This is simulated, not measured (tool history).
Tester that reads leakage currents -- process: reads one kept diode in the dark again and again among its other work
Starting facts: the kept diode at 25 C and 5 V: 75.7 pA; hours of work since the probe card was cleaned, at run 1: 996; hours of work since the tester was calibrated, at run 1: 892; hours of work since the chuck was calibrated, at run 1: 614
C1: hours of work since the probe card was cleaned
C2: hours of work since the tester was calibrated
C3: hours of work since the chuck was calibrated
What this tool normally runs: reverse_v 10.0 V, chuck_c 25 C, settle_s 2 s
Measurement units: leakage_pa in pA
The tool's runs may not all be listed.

Run 1, hour 0.0: usual settings; C1 996; C2 892; C3 614. Result: leakage_pa 100.80 pA.
Run 2, hour 42.2: usual settings; C1 1030; C2 926; C3 648. Result: leakage_pa 100.98 pA.
Run 3, hour 68.2: usual settings; C1 1051; C2 946; C3 668. Result: leakage_pa 100.76 pA.
Run 4, hour 116.2: usual settings; C1 1089; C2 984; C3 706. Result: leakage_pa 101.34 pA.
Run 5, hour 160.9: usual settings; C1 1124; C2 1020; C3 742. Result: leakage_pa 100.27 pA.
Run 6, hour 194.4: usual settings but reverse_v 16.3 V; C1 1151; C2 1047; C3 769. Result: leakage_pa 125.87 pA.
Run 7, hour 235.2: usual settings but reverse_v 16.3 V; C1 1183; C2 1079; C3 801. Result: leakage_pa 126.26 pA.
Run 8, hour 265.3: usual settings; C1 1207; C2 1103; C3 825. Result: leakage_pa 99.94 pA.
Run 9, hour 313.0: usual settings; C1 1245; C2 1141; C3 863. Result: leakage_pa 99.58 pA.
Run 10, hour 341.8: usual settings but chuck_c 50 C; C1 1268; C2 1163; C3 885. Result: leakage_pa 701.00 pA.
Run 11, hour 374.2: usual settings but chuck_c 41 C; C1 1293; C2 1189; C3 911. Result: leakage_pa 352.87 pA.

For run 12, what comes out?
Run 12, hour 396.5: usual settings but chuck_c 41 C; C1 1311; C2 1207; C3 929. Result: leakage_pa ?.

{"run 12": {"leakage_pa": 355.3}}
Had the tool carried no hidden state, the very same run would have given leakage_pa 383.61 pA.
